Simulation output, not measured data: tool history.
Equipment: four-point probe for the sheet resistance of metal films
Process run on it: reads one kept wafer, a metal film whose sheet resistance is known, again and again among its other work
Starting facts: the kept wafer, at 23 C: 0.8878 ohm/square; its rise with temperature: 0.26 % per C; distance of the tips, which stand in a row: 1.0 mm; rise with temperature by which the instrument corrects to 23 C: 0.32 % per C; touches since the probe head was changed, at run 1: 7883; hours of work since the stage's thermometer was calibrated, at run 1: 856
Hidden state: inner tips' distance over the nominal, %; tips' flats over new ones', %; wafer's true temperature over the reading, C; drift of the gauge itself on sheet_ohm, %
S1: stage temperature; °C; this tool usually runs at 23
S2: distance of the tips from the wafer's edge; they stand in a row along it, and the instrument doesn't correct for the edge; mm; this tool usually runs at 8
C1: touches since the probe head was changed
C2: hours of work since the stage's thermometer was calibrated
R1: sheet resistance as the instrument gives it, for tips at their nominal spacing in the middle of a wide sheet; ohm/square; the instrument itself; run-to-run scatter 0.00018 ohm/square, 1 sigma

run     day  S1  S2     C1    C2        R1
  1   0.000  23   8   7883   856  0.892657
  2   1.600  23  32   9185   873  0.885627
  3   2.904  23  32  10249   887  0.885245
  4   4.404  23  32  11470   904  0.884923
  5   5.829  23   8  12633   919  0.891800
  6   7.350  23   8  13873   936  0.891219
  7   9.075  23   8  15278   955  0.891171
  8  10.458  23   8  16405   970  0.890885
  9  12.162  23   8  17795   989  0.890702
 10  14.446  23   8  19654  1014  0.890149
 11  16.546  23  66  21364  1037  0.882455
 12  18.158  23  66  22681  1055  0.882584
 13  20.483  23  66  24573  1080  0.882068
 14  21.738  23   8  25597  1094  0.889279
 15  23.092  23   4  26699  1109  0.910312
 16  25.158  31   7  28384  1131  0.886993
 17  27.171  31   7  30022  1153  0.886408
 18  29.008  28  65  31522  1173  0.878263
 19  30.975  28  65  33121  1195  0.877550
 20  33.042  28  65  34808  1218  0.877745
 21  35.354  28  65  36690  1243  0.877487
 22  37.133  20   8  38140  1262  0.887673
 23  39.225  20   8  39846  1285  0.887791
 24  40.279  18  17  40704  1297  0.882483
 25  42.629  31   8  42619  1323  0.882088
 26  43.596  29  15  43408  1333  0.877641
 27  45.600  29  15  45039  1355  0.876834
 28  47.808  29  15  46839  1379  0.876488
 29  48.833  29  15  47674  1391  0.876318

Alternative continuations, all from the tool just after run 29; predict every row:
  A  50.712  31   4  49205  1411   ?
  B  50.712  32   3  49205  1411   ?
  C  50.712  29  36  49205  1411   ?
  D  50.712  23   8  49205  1411   ?
  E  50.712  19   4  49205  1411   ?

run        R1
  A  0.901587
  B  0.921897
  C  0.874951
  D  0.883783
  E  0.907355
The same runs, with their run-to-run variation unchanged, on a tool lacking any hidden condition would have given:
run        R1
  A  0.912898
  B  0.933439
  C  0.885957
  D  0.894905
  E  0.918762
